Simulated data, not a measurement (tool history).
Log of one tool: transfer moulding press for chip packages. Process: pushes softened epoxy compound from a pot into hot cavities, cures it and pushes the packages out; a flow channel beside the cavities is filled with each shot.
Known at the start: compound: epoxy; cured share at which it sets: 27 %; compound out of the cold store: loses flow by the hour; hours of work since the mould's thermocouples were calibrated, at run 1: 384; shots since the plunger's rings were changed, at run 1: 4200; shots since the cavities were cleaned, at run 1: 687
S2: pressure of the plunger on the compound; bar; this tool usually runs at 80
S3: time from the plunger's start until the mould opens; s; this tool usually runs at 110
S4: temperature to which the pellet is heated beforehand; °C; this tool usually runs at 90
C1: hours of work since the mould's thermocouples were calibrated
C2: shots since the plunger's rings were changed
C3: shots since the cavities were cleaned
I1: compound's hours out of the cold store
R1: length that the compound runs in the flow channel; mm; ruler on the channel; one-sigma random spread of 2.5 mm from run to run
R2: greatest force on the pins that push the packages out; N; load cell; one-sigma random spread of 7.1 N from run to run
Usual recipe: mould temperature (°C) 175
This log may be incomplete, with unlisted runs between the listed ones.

run 1 hour=0 | mould_temperature_(°C)=175 S2=80 S3=110 S4=90 | C1=384 C2=4200 C3=687 | I1=23.8 | R1=562 R2=426
run 2 hour=14 | mould_temperature_(°C)=175 S2=80 S3=110 S4=90 | C1=390 C2=4298 C3=785 | I1=38.4 | R1=522 R2=452
-- hour=22.6 cavities cleaned with cleaning compound and waxed
-- hour=31.9 plunger's sealing rings changed
run 3 hour=44.4 | mould_temperature_(°C)=175 S2=80 S3=110 S4=90 | C1=402 C2=87 C3=135 | I1=23.8 | R1=576 R2=336
run 4 hour=56.1 | mould_temperature_(°C)=175 S2=80 S3=110 S4=90 | C1=408 C2=169 C3=217 | I1=37.6 | R1=536 R2=354
run 5 hour=71.6 | mould_temperature_(°C)=175 S2=80 S3=110 S4=90 | C1=415 C2=278 C3=326 | I1=26.6 | R1=566 R2=376
run 6 hour=89.4 | mould_temperature_(°C)=175 S2=80 S3=110 S4=90 | C1=423 C2=402 C3=450 | I1=29.3 | R1=562 R2=414
run 7 hour=102.8 | mould_temperature_(°C)=175 S2=80 S3=108 S4=90 | C1=429 C2=496 C3=544 | I1=44.4 | R1=519 R2=419
run 8 hour=129.7 | mould_temperature_(°C)=175 S2=80 S3=91 S4=90 | C1=441 C2=685 C3=733 | I1=38.4 | R1=533 R2=560
-- hour=144.6 cavities cleaned with cleaning compound and waxed
run 9 hour=144.8 | mould_temperature_(°C)=175 S2=80 S3=91 S4=90 | C1=448 C2=780 C3=2 | I1=31.5 | R1=554 R2=368
run 10 hour=171.2 | mould_temperature_(°C)=175 S2=93.6 S3=110 S4=90 | C1=460 C2=965 C3=187 | I1=35.9 | R1=585 R2=356
run 11 hour=190.4 | mould_temperature_(°C)=175 S2=93.6 S3=110 S4=90 | C1=468 C2=1100 C3=322 | I1=24.2 | R1=618 R2=392
run 12 hour=216.8 | mould_temperature_(°C)=175 S2=62.1 S3=110 S4=90 | C1=480 C2=1284 C3=506 | I1=32.9 | R1=483 R2=432
run 13 hour=237.3 | mould_temperature_(°C)=179 S2=80 S3=137 S4=90 | C1=490 C2=1428 C3=650 | I1=19 | R1=578 R2=397
run 14 hour=261.3 | mould_temperature_(°C)=175 S2=77.1 S3=103 S4=100 | C1=501 C2=1596 C3=818 | I1=17.9 | R1=571 R2=483
-- hour=264.8 cavities cleaned with cleaning compound and waxed
run 15 hour=274.6 | mould_temperature_(°C)=175 S2=80 S3=110 S4=90 | C1=506 C2=1678 C3=68 | I1=25.8 | R1=566 R2=333
run 16 hour=296 | mould_temperature_(°C)=171 S2=85.5 S3=141 S4=90 | C1=516 C2=1828 C3=218 | I1=45.9 | R1=540 R2=347
-- hour=300.1 mould's thermocouples calibrated
run 17 hour=310.5 | mould_temperature_(°C)=175 S2=62.4 S3=100 S4=90 | C1=5 C2=1916 C3=306 | I1=41 | R1=462 R2=439
run 18 hour=329.6 | mould_temperature_(°C)=175 S2=62.4 S3=100 S4=90 | C1=13 C2=2049 C3=439 | I1=37.1 | R1=471 R2=458
run 19 hour=343.7 | mould_temperature_(°C)=175 S2=62.4 S3=100 S4=90 | C1=20 C2=2148 C3=538 | I1=11.8 | R1=534 R2=503
run 20 hour=357.3 | mould_temperature_(°C)=175 S2=68.6 S3=107 S4=94 | C1=26 C2=2244 C3=634 | I1=40.9 | R1=485 R2=465
run 21 hour=378.4 | mould_temperature_(°C)=175 S2=80 S3=150 S4=95 | C1=36 C2=2391 C3=781 | I1=19.8 | R1=582 R2=418
-- hour=387.5 cavities cleaned with cleaning compound and waxed
run 22 hour=392.2 | mould_temperature_(°C)=175 S2=99.4 S3=146 S4=95 | C1=41 C2=2477 C3=32 | I1=35.5 | R1=595 R2=287
run 23 hour=407.6 | mould_temperature_(°C)=175 S2=79 S3=113 S4=95 | C1=48 C2=2585 C3=140 | I1=23.3 | R1=562 R2=336
run 24 hour=425.2 | mould_temperature_(°C)=175 S2=71.9 S3=110 S4=90 | C1=56 C2=2708 C3=263 | I1=39.3 | R1=502 R2=358

How would selected steps in R1 from run to run divide? Give the signed amount a tool lacking its hidden state would still show from settings, what came in and random variation, and the signed amount left for the hidden state, including any gauge scatter that is not in both of the compared results.
Hidden state present: true mould temperature over the reading, C; pressure that reaches the compound, % of what is set; grip of the stained cavities, % over clean ones'; drift of the gauge itself on flow_mm, %; drift of the gauge itself on push_out_n, %.
Run 2 -> 3: cavities cleaned with cleaning compound and waxed, plunger's sealing rings changed. R1 +54 mm: hidden state +14, all else +40.
Run 11 -> 12: S2 93.6 -> 62.1. R1 -135 mm: hidden state +1, all else -136.
Run 20 -> 21: S2 68.6 -> 80, S3 107 -> 150, S4 94 -> 95. R1 +97 mm: hidden state -3, all else +100.
